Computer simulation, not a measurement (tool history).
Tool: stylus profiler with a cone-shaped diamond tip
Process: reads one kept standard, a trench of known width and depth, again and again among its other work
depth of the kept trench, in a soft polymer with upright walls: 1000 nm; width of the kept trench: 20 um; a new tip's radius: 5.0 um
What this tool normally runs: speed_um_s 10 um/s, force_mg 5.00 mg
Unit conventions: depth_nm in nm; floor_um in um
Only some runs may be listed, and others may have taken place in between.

run 1 hour=0.0 | speed_um_s=10 force_mg=5.00 | depth_nm=1013.62 floor_um=12.00
run 2 hour=93.0 | speed_um_s=10 force_mg=5.00 | depth_nm=1013.33 floor_um=11.93
run 3 hour=179.8 | speed_um_s=10 force_mg=5.00 | depth_nm=1012.95 floor_um=11.84
run 4 hour=266.2 | speed_um_s=10 force_mg=5.00 | depth_nm=1013.05 floor_um=11.73
run 5 hour=342.1 | speed_um_s=10 force_mg=5.00 | depth_nm=1013.08 floor_um=11.63
run 6 hour=409.9 | speed_um_s=10 force_mg=5.00 | depth_nm=1012.83 floor_um=11.54
-- hour=418.0 height scale calibrated on a step standard
run 7 hour=494.1 | speed_um_s=7 force_mg=5.00 | depth_nm=1011.95 floor_um=11.44
run 8 hour=554.1 | speed_um_s=7 force_mg=5.00 | depth_nm=1011.85 floor_um=11.41
run 9 hour=650.5 | speed_um_s=10 force_mg=5.00 | depth_nm=1011.94 floor_um=11.25
run 10 hour=713.5 | speed_um_s=10 force_mg=5.00 | depth_nm=1011.54 floor_um=11.24
-- hour=790.7 height scale calibrated on a step standard, once more
run 11 hour=790.7 | speed_um_s=10 force_mg=5.00 | depth_nm=1015.90 floor_um=11.14
run 12 hour=854.3 | speed_um_s=32 force_mg=6.76 | depth_nm=1019.20 floor_um=11.04
run 13 hour=952.8 | speed_um_s=32 force_mg=6.76 | depth_nm=1019.12 floor_um=10.88
run 14 hour=1036.5 | speed_um_s=16 force_mg=2.88 | depth_nm=1010.66 floor_um=10.84
run 15 hour=1134.0 | speed_um_s=16 force_mg=2.88 | depth_nm=1010.56 floor_um=10.71
run 16 hour=1229.6 | speed_um_s=4 force_mg=14.34 | depth_nm=1031.16 floor_um=10.75
run 17 hour=1271.1 | speed_um_s=32 force_mg=12.44 | depth_nm=1028.34 floor_um=10.62
run 18 hour=1355.6 | speed_um_s=20 force_mg=3.51 | depth_nm=1011.61 floor_um=10.55
run 19 hour=1451.6 | speed_um_s=20 force_mg=3.51 | depth_nm=1011.90 floor_um=10.35
run 20 hour=1521.7 | speed_um_s=3 force_mg=12.83 | depth_nm=1028.81 floor_um=10.42
run 21 hour=1604.4 | speed_um_s=3 force_mg=12.83 | depth_nm=1028.38 floor_um=10.33
run 22 hour=1682.0 | speed_um_s=14 force_mg=5.09 | depth_nm=1014.66 floor_um=10.20

4 options for the next run, each taken on its own from the tool as it stands now. Forecast them:
run A hour=1768.9 | speed_um_s=5 force_mg=5.09 | depth_nm=? floor_um=?
run B hour=1768.9 | speed_um_s=3 force_mg=10.46 | depth_nm=? floor_um=?
run C hour=1768.9 | speed_um_s=18 force_mg=4.34 | depth_nm=? floor_um=?
run D hour=1768.9 | speed_um_s=6 force_mg=5.00 | depth_nm=? floor_um=?

run=A depth_nm=1014.68 floor_um=10.18
run=B depth_nm=1024.68 floor_um=10.14
run=C depth_nm=1012.80 floor_um=10.14
run=D depth_nm=1014.41 floor_um=10.17
With no hidden state in the tool, these same runs would have given:
run=A depth_nm=1016.23 floor_um=14.01
run=B depth_nm=1026.24 floor_um=13.96
run=C depth_nm=1014.34 floor_um=13.97
run=D depth_nm=1015.95 floor_um=14.00
